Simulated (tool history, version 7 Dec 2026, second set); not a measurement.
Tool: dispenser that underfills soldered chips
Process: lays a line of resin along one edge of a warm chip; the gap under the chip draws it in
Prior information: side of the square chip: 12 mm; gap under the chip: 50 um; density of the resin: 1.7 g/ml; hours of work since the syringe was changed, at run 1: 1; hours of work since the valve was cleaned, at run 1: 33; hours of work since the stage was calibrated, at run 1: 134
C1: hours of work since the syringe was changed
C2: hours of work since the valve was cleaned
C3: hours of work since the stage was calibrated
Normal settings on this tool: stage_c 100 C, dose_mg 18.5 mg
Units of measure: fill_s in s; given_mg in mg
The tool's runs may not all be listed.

run 1 day=0 | stage_c=100 dose_mg=18.5 | C1=1 C2=33 C3=134 | fill_s=51.3 given_mg=18.11
run 2 day=0.175 | stage_c=112 dose_mg=18.5 | C1=4 C2=36 C3=137 | fill_s=43.8 given_mg=17.94
-- day=0.375 new syringe of resin
run 3 day=0.417 | stage_c=112 dose_mg=18.5 | C1=1 C2=40 C3=142 | fill_s=30.8 given_mg=17.94
run 4 day=0.604 | stage_c=113 dose_mg=18.5 | C1=4 C2=44 C3=145 | fill_s=40.7 given_mg=17.77
-- day=0.817 new syringe of resin
run 5 day=0.817 | stage_c=113 dose_mg=18.5 | C1=0 C2=47 C3=149 | fill_s=29.2 given_mg=17.9
run 6 day=1.079 | stage_c=113 dose_mg=18.5 | C1=5 C2=52 C3=154 | fill_s=42.5 given_mg=17.78
-- day=1.258 new syringe of resin
run 7 day=1.304 | stage_c=104 dose_mg=18.5 | C1=1 C2=56 C3=158 | fill_s=41.7 given_mg=17.64
run 8 day=1.454 | stage_c=104 dose_mg=18.5 | C1=4 C2=59 C3=160 | fill_s=52.1 given_mg=17.52
-- day=1.704 new syringe of resin
run 9 day=1.738 | stage_c=104 dose_mg=18.5 | C1=1 C2=64 C3=165 | fill_s=41.8 given_mg=17.49
run 10 day=1.912 | stage_c=104 dose_mg=18.5 | C1=4 C2=67 C3=169 | fill_s=53.2 given_mg=17.28
run 11 day=2.075 | stage_c=112 dose_mg=18.5 | C1=7 C2=70 C3=172 | fill_s=52.3 given_mg=17.3
-- day=2.154 new syringe of resin
run 12 day=2.246 | stage_c=100 dose_mg=21.3 | C1=2 C2=73 C3=175 | fill_s=52.3 given_mg=20.05
run 13 day=2.379 | stage_c=110 dose_mg=21.3 | C1=4 C2=76 C3=177 | fill_s=45 given_mg=20.1
-- day=2.592 new syringe of resin
run 14 day=2.592 | stage_c=100 dose_mg=15.9 | C1=0 C2=79 C3=181 | fill_s=47.8 given_mg=14.83
run 15 day=2.708 | stage_c=94 dose_mg=16.1 | C1=2 C2=82 C3=183 | fill_s=72.1 given_mg=15.05
run 16 day=2.854 | stage_c=94 dose_mg=16.1 | C1=5 C2=84 C3=186 | fill_s=89.6 given_mg=15.05
-- day=3.033 new syringe of resin
run 17 day=3.125 | stage_c=94 dose_mg=16.1 | C1=2 C2=89 C3=190 | fill_s=68.3 given_mg=14.92
run 18 day=3.404 | stage_c=87 dose_mg=16.7 | C1=7 C2=94 C3=196 | fill_s=137.5 given_mg=15.29
-- day=3.483 new syringe of resin
run 19 day=3.571 | stage_c=87 dose_mg=16.7 | C1=2 C2=97 C3=198 | fill_s=87.3 given_mg=15.29
run 20 day=3.708 | stage_c=87 dose_mg=19.7 | C1=4 C2=100 C3=201 | fill_s=105 given_mg=18.05
-- day=3.921 new syringe of resin
run 21 day=3.996 | stage_c=113 dose_mg=21.4 | C1=1 C2=105 C3=206 | fill_s=31 given_mg=19.39
run 22 day=4.183 | stage_c=106 dose_mg=20.4 | C1=5 C2=108 C3=210 | fill_s=54 given_mg=18.67
run 23 day=4.333 | stage_c=91 dose_mg=18 | C1=8 C2=111 C3=212 | fill_s=123 given_mg=16.28
-- day=4.362 new syringe of resin
run 24 day=4.6 | stage_c=91 dose_mg=18 | C1=4 C2=116 C3=217 | fill_s=92.8 given_mg=16.23

5 ways to go on from here, each from the tool as it stands after run 24. What would each give?
-- day=4.821 new syringe of resin
run A day=4.838 | stage_c=102 dose_mg=16.5 | C1=0 C2=120 C3=221 | fill_s=? given_mg=?
-- day=4.821 new syringe of resin
run B day=4.838 | stage_c=93 dose_mg=19.8 | C1=0 C2=120 C3=221 | fill_s=? given_mg=?
-- day=4.821 new syringe of resin
run C day=4.838 | stage_c=113 dose_mg=18.5 | C1=0 C2=120 C3=221 | fill_s=? given_mg=?
-- day=4.821 new syringe of resin
run D day=4.838 | stage_c=98 dose_mg=16.6 | C1=0 C2=120 C3=221 | fill_s=? given_mg=?
-- day=4.821 new syringe of resin
run E day=4.838 | stage_c=94 dose_mg=18.1 | C1=0 C2=120 C3=221 | fill_s=? given_mg=?

run=A fill_s=43.8 given_mg=14.79
run=B fill_s=58.1 given_mg=17.78
run=C fill_s=28.7 given_mg=16.51
run=D fill_s=49.9 given_mg=14.84
run=E fill_s=58.2 given_mg=16.24
Had the tool no hidden state, the same runs would have come out as:
run=A fill_s=43.9 given_mg=16.5
run=B fill_s=59.5 given_mg=19.82
run=C fill_s=29 given_mg=18.41
run=D fill_s=50.1 given_mg=16.55
run=E fill_s=59.2 given_mg=18.11

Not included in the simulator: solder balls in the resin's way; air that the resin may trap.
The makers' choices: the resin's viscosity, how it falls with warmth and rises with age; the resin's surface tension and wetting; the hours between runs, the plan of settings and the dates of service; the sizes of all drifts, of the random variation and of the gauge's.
